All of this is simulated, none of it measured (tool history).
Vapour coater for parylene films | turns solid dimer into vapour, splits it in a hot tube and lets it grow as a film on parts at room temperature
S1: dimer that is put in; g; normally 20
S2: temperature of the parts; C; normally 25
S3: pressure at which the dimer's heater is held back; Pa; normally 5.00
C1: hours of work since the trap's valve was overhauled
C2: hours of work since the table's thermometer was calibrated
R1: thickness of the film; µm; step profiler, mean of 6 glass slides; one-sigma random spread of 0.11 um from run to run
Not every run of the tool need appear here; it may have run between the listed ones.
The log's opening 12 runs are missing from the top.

run 13 hour=229.4 | S1=20 S2=25 S3=5.00 | C1=243 C2=584 | R1=13.76
run 14 hour=249.4 | S1=20 S2=25 S3=5.00 | C1=252 C2=593 | R1=13.74
run 15 hour=272.3 | S1=20 S2=25 S3=5.00 | C1=262 C2=604 | R1=13.63
run 16 hour=294.1 | S1=20 S2=25 S3=5.00 | C1=272 C2=613 | R1=13.77
run 17 hour=314.9 | S1=20 S2=25 S3=5.00 | C1=282 C2=623 | R1=13.74
run 18 hour=338.3 | S1=20 S2=25 S3=2.43 | C1=293 C2=634 | R1=15.33
run 19 hour=350.9 | S1=24 S2=18 S3=8.16 | C1=298 C2=640 | R1=20.97
run 20 hour=362.1 | S1=24 S2=18 S3=8.16 | C1=303 C2=645 | R1=21.50
run 21 hour=384.7 | S1=24 S2=23 S3=6.49 | C1=314 C2=655 | R1=17.26
run 22 hour=408.8 | S1=22 S2=23 S3=6.49 | C1=325 C2=666 | R1=15.66
run 23 hour=429.6 | S1=33 S2=18 S3=4.23 | C1=334 C2=676 | R1=32.47
run 24 hour=453.4 | S1=8 S2=30 S3=6.60 | C1=345 C2=687 | R1=4.13
run 25 hour=472.8 | S1=15 S2=30 S3=6.31 | C1=354 C2=695 | R1=7.66
run 26 hour=495.2 | S1=15 S2=30 S3=6.31 | C1=364 C2=706 | R1=7.61
run 27 hour=516.5 | S1=11 S2=25 S3=5.00 | C1=374 C2=715 | R1=7.39
run 28 hour=532.6 | S1=24 S2=36 S3=3.00 | C1=382 C2=723 | R1=10.35
run 29 hour=557.9 | S1=17 S2=25 S3=10.93 | C1=393 C2=734 | R1=10.01
run 30 hour=571.6 | S1=17 S2=25 S3=10.93 | C1=399 C2=741 | R1=10.13
run 31 hour=591.7 | S1=25 S2=30 S3=6.67 | C1=409 C2=750 | R1=12.57
run 32 hour=610.8 | S1=25 S2=30 S3=6.67 | C1=417 C2=759 | R1=12.71
run 33 hour=632.1 | S1=34 S2=21 S3=6.67 | C1=427 C2=768 | R1=26.24

Branching from run 33: 3 alternative next runs. What would each branch give?
run A hour=657.6 | S1=34 S2=32 S3=2.86 | C1=439 C2=780 | R1=?
run B hour=657.6 | S1=17 S2=19 S3=3.43 | C1=439 C2=780 | R1=?
run C hour=657.6 | S1=20 S2=30 S3=6.67 | C1=439 C2=780 | R1=?

run=A R1=17.74
run=B R1=16.37
run=C R1=9.94
Without the tool's hidden state the same runs would have given:
run=A R1=18.75
run=B R1=17.31
run=C R1=10.51
